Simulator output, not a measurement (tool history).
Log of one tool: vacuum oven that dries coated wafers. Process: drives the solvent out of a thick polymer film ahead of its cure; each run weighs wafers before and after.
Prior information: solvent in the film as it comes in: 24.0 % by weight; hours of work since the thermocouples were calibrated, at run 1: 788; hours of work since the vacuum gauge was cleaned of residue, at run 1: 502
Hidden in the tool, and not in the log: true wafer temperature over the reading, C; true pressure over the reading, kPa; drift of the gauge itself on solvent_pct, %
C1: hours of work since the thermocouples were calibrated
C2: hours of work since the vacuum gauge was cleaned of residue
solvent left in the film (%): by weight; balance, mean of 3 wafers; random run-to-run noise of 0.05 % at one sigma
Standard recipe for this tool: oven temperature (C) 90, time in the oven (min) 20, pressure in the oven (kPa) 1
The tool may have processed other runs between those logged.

Run 1, hour 0: usual settings; C1 788; C2 502. Result: solvent left in the film (%) 2.3.
Run 2, hour 24.3: usual settings; C1 798; C2 512. Result: solvent left in the film (%) 2.22.
Run 3, hour 54.9: usual settings; C1 811; C2 525. Result: solvent left in the film (%) 2.36.
Run 4, hour 91.8: usual settings but time in the oven (min) 25; C1 826; C2 540. Result: solvent left in the film (%) 1.71.
Run 5, hour 112.6: usual settings; C1 835; C2 549. Result: solvent left in the film (%) 2.32.
Run 6, hour 130: usual settings but pressure in the oven (kPa) 1.5; C1 842; C2 556. Result: solvent left in the film (%) 2.6.
Run 7, hour 150.9: usual settings but pressure in the oven (kPa) 1.5; C1 851; C2 565. Result: solvent left in the film (%) 2.65.
Run 8, hour 185.6: usual settings but pressure in the oven (kPa) 1.5; C1 865; C2 579. Result: solvent left in the film (%) 2.66.
Run 9, hour 224: usual settings but pressure in the oven (kPa) 1.5; C1 881; C2 595. Result: solvent left in the film (%) 2.77.
Run 10, hour 242.5: usual settings; C1 889; C2 603. Result: solvent left in the film (%) 2.34.
Run 11, hour 275.6: usual settings but pressure in the oven (kPa) 0.79; C1 903; C2 616. Result: solvent left in the film (%) 2.25.
Run 12, hour 301: usual settings but pressure in the oven (kPa) 1.23; C1 913; C2 627. Result: solvent left in the film (%) 2.51.
Run 13, hour 336.9: usual settings but time in the oven (min) 16; C1 928; C2 642. Result: solvent left in the film (%) 3.31.
Run 14, hour 369: usual settings but time in the oven (min) 16; C1 941; C2 655. Result: solvent left in the film (%) 3.39.
Run 15, hour 401.5: usual settings; C1 955; C2 669. Result: solvent left in the film (%) 2.42.
Run 16, hour 432.2: usual settings; C1 968; C2 681. Result: solvent left in the film (%) 2.41.
Run 17, hour 449.2: usual settings; C1 975; C2 688. Result: solvent left in the film (%) 2.37.
Run 18, hour 467.1: usual settings; C1 982; C2 696. Result: solvent left in the film (%) 2.45.
Run 19, hour 498.5: usual settings; C1 995; C2 709. Result: solvent left in the film (%) 2.43.
Run 20, hour 532.1: usual settings but pressure in the oven (kPa) 0.85; C1 1009; C2 723. Result: solvent left in the film (%) 2.34.
Run 21, hour 555.1: usual settings but oven temperature (C) 88; C1 1019; C2 732. Result: solvent left in the film (%) 2.71.
Run 22, hour 572.7: usual settings but oven temperature (C) 88, pressure in the oven (kPa) 0.59; C1 1026; C2 740. Result: solvent left in the film (%) 2.5.
Run 23, hour 603.4: usual settings; C1 1039; C2 752. Result: solvent left in the film (%) 2.42.
Run 24, hour 622.3: usual settings but oven temperature (C) 85, time in the oven (min) 18, pressure in the oven (kPa) 1.03; C1 1046; C2 760. Result: solvent left in the film (%) 4.03.
Run 25, hour 655.4: usual settings but oven temperature (C) 85, time in the oven (min) 13, pressure in the oven (kPa) 2.08; C1 1060; C2 774. Result: solvent left in the film (%) 6.7.
Run 26, hour 689: usual settings but oven temperature (C) 84, time in the oven (min) 13, pressure in the oven (kPa) 3.96; C1 1074; C2 788. Result: solvent left in the film (%) 8.14.
Run 27, hour 711.4: usual settings but oven temperature (C) 84, time in the oven (min) 13, pressure in the oven (kPa) 3.96; C1 1083; C2 797. Result: solvent left in the film (%) 8.53.
Run 28, hour 739.3: usual settings but oven temperature (C) 76, time in the oven (min) 22, pressure in the oven (kPa) 0.83; C1 1095; C2 809. Result: solvent left in the film (%) 5.31.
Run 29, hour 767.7: usual settings but oven temperature (C) 100, time in the oven (min) 22, pressure in the oven (kPa) 1.2; C1 1107; C2 821. Result: solvent left in the film (%) 1.11.
Run 30, hour 790: usual settings but oven temperature (C) 91, time in the oven (min) 15; C1 1116; C2 830. Result: solvent left in the film (%) 3.53.
Run 31, hour 825: usual settings but oven temperature (C) 91, time in the oven (min) 15; C1 1131; C2 845. Result: solvent left in the film (%) 3.53.
Run 32, hour 850.7: usual settings but oven temperature (C) 91, time in the oven (min) 15; C1 1141; C2 855. Result: solvent left in the film (%) 3.53.
Run 33, hour 887.9: usual settings but oven temperature (C) 83, time in the oven (min) 11, pressure in the oven (kPa) 0.98; C1 1157; C2 871. Result: solvent left in the film (%) 7.52.
Run 34, hour 904.6: usual settings but oven temperature (C) 104, time in the oven (min) 15, pressure in the oven (kPa) 1.04; C1 1164; C2 878. Result: solvent left in the film (%) 1.3.
Run 35, hour 933.6: usual settings but oven temperature (C) 104, time in the oven (min) 15, pressure in the oven (kPa) 1.04; C1 1176; C2 890. Result: solvent left in the film (%) 1.4.
Run 36, hour 962: usual settings but oven temperature (C) 104, time in the oven (min) 15, pressure in the oven (kPa) 1.04; C1 1188; C2 901. Result: solvent left in the film (%) 1.39.
Run 37, hour 995.3: usual settings but oven temperature (C) 104, time in the oven (min) 15, pressure in the oven (kPa) 1.04; C1 1201; C2 915. Result: solvent left in the film (%) 1.39.
Run 38, hour 1024: usual settings but oven temperature (C) 104, time in the oven (min) 15, pressure in the oven (kPa) 1.04; C1 1213; C2 927. Result: solvent left in the film (%) 1.41.
Run 39, hour 1047.2: usual settings but oven temperature (C) 104, time in the oven (min) 15, pressure in the oven (kPa) 1.04; C1 1223; C2 937. Result: solvent left in the film (%) 1.44.
Run 40, hour 1066: usual settings but oven temperature (C) 104, time in the oven (min) 32, pressure in the oven (kPa) 1.83; C1 1231; C2 945. Result: solvent left in the film (%) 1.02.
Run 41, hour 1083.2: usual settings but oven temperature (C) 81, time in the oven (min) 25, pressure in the oven (kPa) 1.91; C1 1238; C2 952. Result: solvent left in the film (%) 4.38.
Run 42, hour 1113.6: usual settings but oven temperature (C) 78, pressure in the oven (kPa) 2.37; C1 1251; C2 964. Result: solvent left in the film (%) 6.82.
Run 43, hour 1145.2: usual settings but oven temperature (C) 78, time in the oven (min) 19, pressure in the oven (kPa) 3.51; C1 1264; C2 977. Result: solvent left in the film (%) 8.29.
Run 44, hour 1177.4: usual settings but oven temperature (C) 104, time in the oven (min) 14; C1 1277; C2 991. Result: solvent left in the film (%) 1.62.
Run 45, hour 1205.5: usual settings but oven temperature (C) 104, time in the oven (min) 14; C1 1289; C2 1003. Result: solvent left in the film (%) 1.56.
Run 46, hour 1243.7: usual settings but oven temperature (C) 104, time in the oven (min) 14, pressure in the oven (kPa) 1.01; C1 1305; C2 1018. Result: solvent left in the film (%) 1.6.

Below are 5 alternative next runs, each starting from the tool's condition after run 46. Predict each:
Run A, hour 1278.4: usual settings but oven temperature (C) 78, pressure in the oven (kPa) 0.77; C1 1319; C2 1033. Result: solvent left in the film (%) ?.
Run B, hour 1278.4: usual settings but oven temperature (C) 81, time in the oven (min) 15, pressure in the oven (kPa) 0.62; C1 1319; C2 1033. Result: solvent left in the film (%) ?.
Run C, hour 1278.4: usual settings but pressure in the oven (kPa) 1.35; C1 1319; C2 1033. Result: solvent left in the film (%) ?.
Run D, hour 1278.4: usual settings but oven temperature (C) 100, time in the oven (min) 16, pressure in the oven (kPa) 0.8; C1 1319; C2 1033. Result: solvent left in the film (%) ?.
Run E, hour 1278.4: usual settings but oven temperature (C) 92, time in the oven (min) 32, pressure in the oven (kPa) 0.97; C1 1319; C2 1033. Result: solvent left in the film (%) ?.

run  solvent left in the film (%)
  A                          5.57
  B                          6.27
  C                          2.87
  D                          1.67
  E                          1.25
Take away the tool's hidden state, keep each run's random variation, and the runs would have read:
run  solvent left in the film (%)
  A                          4.68
  B                          5.46
  C                          2.28
  D                          1.26
  E                          0.83

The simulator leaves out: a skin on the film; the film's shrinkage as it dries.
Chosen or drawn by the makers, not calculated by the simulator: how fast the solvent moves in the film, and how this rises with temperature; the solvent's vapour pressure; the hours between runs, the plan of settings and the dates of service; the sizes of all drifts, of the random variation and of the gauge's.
